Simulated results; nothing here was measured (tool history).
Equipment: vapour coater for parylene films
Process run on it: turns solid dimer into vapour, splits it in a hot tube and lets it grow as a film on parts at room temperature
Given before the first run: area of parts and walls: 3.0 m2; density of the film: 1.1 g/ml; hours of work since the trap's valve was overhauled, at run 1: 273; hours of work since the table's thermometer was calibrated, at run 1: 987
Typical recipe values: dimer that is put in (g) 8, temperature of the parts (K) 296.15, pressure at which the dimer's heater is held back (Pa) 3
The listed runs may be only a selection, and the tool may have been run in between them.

run,hour,dimer that is put in (g),temperature of the parts (K),pressure at which the dimer's heater is held back (Pa),hours of work since the trap's valve was overhauled,hours of work since the table's thermometer was calibrated,thickness of the film (um)
1,0,8,296.15,3,273,987,1.36
2,28.5,8,296.15,3,291,1005,1.36
# hour 58.3: trap's valve overhauled
3,79.1,8,296.15,3,13,1034,1.45
4,111.1,8,296.15,3,34,1055,1.43
5,152.9,8,296.15,3,60,1081,1.42
6,192.1,8,296.15,9.63,85,1106,1.1
7,231.7,8,296.15,4.24,110,1131,1.31
8,258.3,8,296.15,4.24,127,1148,1.32
9,300.6,8,296.15,4.24,154,1175,1.29
10,339.5,8,296.15,4.24,179,1200,1.29
11,377.5,8,296.15,4.24,203,1224,1.28
12,404,8,296.15,4.24,220,1241,1.27
13,434.6,8,296.15,3,239,1260,1.37
14,475.1,8,296.15,3,265,1286,1.37
15,494.1,8,296.15,3,277,1298,1.34
16,514.7,8,296.15,3,290,1311,1.35
17,540.6,8,296.15,3,306,1328,1.36
# hour 546.7: trap's valve overhauled
18,587.3,7,305.15,3,26,1355,0.99

Run 19, settings as shown, results not yet in. Your forecast:
19,626.5,7,305.15,3,51,1380,?

Logged for run 19: thickness of the film (um) 0.98.
With the hidden condition absent and the run-to-run variation left alone, this run would have shown thickness of the film (um) 1.01.

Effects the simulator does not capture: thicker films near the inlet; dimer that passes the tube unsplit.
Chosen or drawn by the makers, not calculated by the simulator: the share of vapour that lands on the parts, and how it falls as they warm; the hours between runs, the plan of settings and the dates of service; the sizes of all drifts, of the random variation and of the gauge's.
